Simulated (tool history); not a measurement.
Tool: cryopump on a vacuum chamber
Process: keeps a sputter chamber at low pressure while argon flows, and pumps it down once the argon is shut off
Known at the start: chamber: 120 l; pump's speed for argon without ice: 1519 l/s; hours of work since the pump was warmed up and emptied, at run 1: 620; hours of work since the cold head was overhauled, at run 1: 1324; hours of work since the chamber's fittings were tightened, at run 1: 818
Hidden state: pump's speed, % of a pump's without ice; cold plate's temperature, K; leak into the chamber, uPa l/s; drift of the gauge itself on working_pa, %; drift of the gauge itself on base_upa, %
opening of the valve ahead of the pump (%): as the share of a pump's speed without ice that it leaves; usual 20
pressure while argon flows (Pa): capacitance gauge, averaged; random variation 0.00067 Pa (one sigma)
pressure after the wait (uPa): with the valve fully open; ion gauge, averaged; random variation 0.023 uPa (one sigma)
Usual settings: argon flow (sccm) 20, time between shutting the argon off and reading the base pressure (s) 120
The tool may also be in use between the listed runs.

| run | hour | argon flow (sccm) | time between shutting the argon off and reading the base pressure (s) | opening of the valve ahead of the pump (%) | hours of work since the pump was warmed up and emptied | hours of work since the cold head was overhauled | hours of work since the chamber's fittings were tightened | pressure while argon flows (Pa) | pressure after the wait (uPa) |
|---|---|---|---|---|---|---|---|---|---|
| 1 | 0.0 | 20 | 120 | 20 | 620 | 1324 | 818 | 0.1237 | 1.94 |
|  | 40.8 | pump warmed up, emptied and cooled again |
| 2 | 40.8 | 20 | 120 | 41 | 0 | 1355 | 850 | 0.0540 | 1.57 |
| 3 | 57.6 | 20 | 259 | 20 | 15 | 1370 | 865 | 0.1113 | 1.26 |
| 4 | 94.6 | 20 | 259 | 20 | 48 | 1403 | 898 | 0.1119 | 1.34 |
| 5 | 120.2 | 20 | 120 | 59 | 71 | 1426 | 921 | 0.0388 | 1.66 |
| 6 | 143.1 | 20 | 120 | 59 | 91 | 1447 | 941 | 0.0393 | 1.65 |
| 7 | 179.6 | 20 | 120 | 59 | 124 | 1479 | 973 | 0.0400 | 1.67 |
| 8 | 219.3 | 20 | 120 | 20 | 159 | 1514 | 1009 | 0.1130 | 1.77 |
| 9 | 257.2 | 20 | 120 | 20 | 193 | 1548 | 1042 | 0.1124 | 1.85 |
| 10 | 297.7 | 20 | 120 | 20 | 229 | 1584 | 1079 | 0.1150 | 1.87 |
| 11 | 336.7 | 20 | 120 | 20 | 263 | 1619 | 1113 | 0.1154 | 1.97 |
| 12 | 364.6 | 20 | 120 | 20 | 288 | 1644 | 1138 | 0.1157 | 2.02 |
| 13 | 398.3 | 20 | 120 | 20 | 318 | 1674 | 1168 | 0.1159 | 2.08 |
| 14 | 419.8 | 20 | 120 | 20 | 337 | 1693 | 1187 | 0.1167 | 2.13 |
| 15 | 442.1 | 20 | 120 | 20 | 357 | 1713 | 1207 | 0.1175 | 2.20 |
| 16 | 483.4 | 20 | 120 | 20 | 394 | 1749 | 1244 | 0.1177 | 2.28 |
| 17 | 503.6 | 20 | 199 | 16 | 412 | 1768 | 1262 | 0.1460 | 2.02 |
| 18 | 528.2 | 13 | 120 | 31 | 434 | 1789 | 1284 | 0.0509 | 2.31 |
|  | 543.1 | leaking fittings of the chamber tightened, without venting |
| 19 | 553.8 | 13 | 120 | 31 | 455 | 1810 | 10 | 0.0515 | 0.81 |
| 20 | 573.4 | 18 | 45 | 20 | 472 | 1828 | 27 | 0.1075 | 1.76 |
| 21 | 605.1 | 20 | 21 | 23 | 501 | 1856 | 55 | 0.1058 | 3.47 |
| 22 | 644.4 | 25 | 57 | 25 | 536 | 1891 | 90 | 0.1224 | 1.58 |
| 23 | 663.2 | 26 | 68 | 31 | 552 | 1908 | 107 | 0.1059 | 1.40 |
| 24 | 686.9 | 20 | 160 | 22 | 574 | 1929 | 128 | 0.1110 | 0.88 |
| 25 | 714.9 | 25 | 106 | 26 | 598 | 1954 | 153 | 0.1213 | 1.10 |
| 26 | 732.2 | 25 | 106 | 15 | 614 | 1969 | 168 | 0.1988 | 1.16 |
| 27 | 771.7 | 11 | 29 | 31 | 649 | 2004 | 204 | 0.0474 | 2.79 |

4 ways to go on from here, each from the tool as it stands after run 27. What would each give?
|  | 779.7 | pump warmed up, emptied and cooled again |
| A | 807.0 | 20 | 290 | 18 | 24 | 2031 | 231 | ? | ? |
|  | 779.7 | pump warmed up, emptied and cooled again |
| B | 807.0 | 10 | 120 | 32 | 24 | 2031 | 231 | ? | ? |
|  | 779.7 | pump warmed up, emptied and cooled again |
| C | 807.0 | 20 | 22 | 20 | 24 | 2031 | 231 | ? | ? |
|  | 779.7 | pump warmed up, emptied and cooled again |
| D | 807.0 | 11 | 218 | 23 | 24 | 2031 | 231 | ? | ? |

| run | pressure while argon flows (Pa) | pressure after the wait (uPa) |
|---|---|---|
| A | 0.1242 | 0.63 |
| B | 0.0349 | 0.95 |
| C | 0.1124 | 3.37 |
| D | 0.0543 | 0.75 |
Without the tool's hidden state the same runs would have given:
| run | pressure while argon flows (Pa) | pressure after the wait (uPa) |
|---|---|---|
| A | 0.1232 | 0.40 |
| B | 0.0345 | 0.73 |
| C | 0.1115 | 3.15 |
| D | 0.0538 | 0.52 |
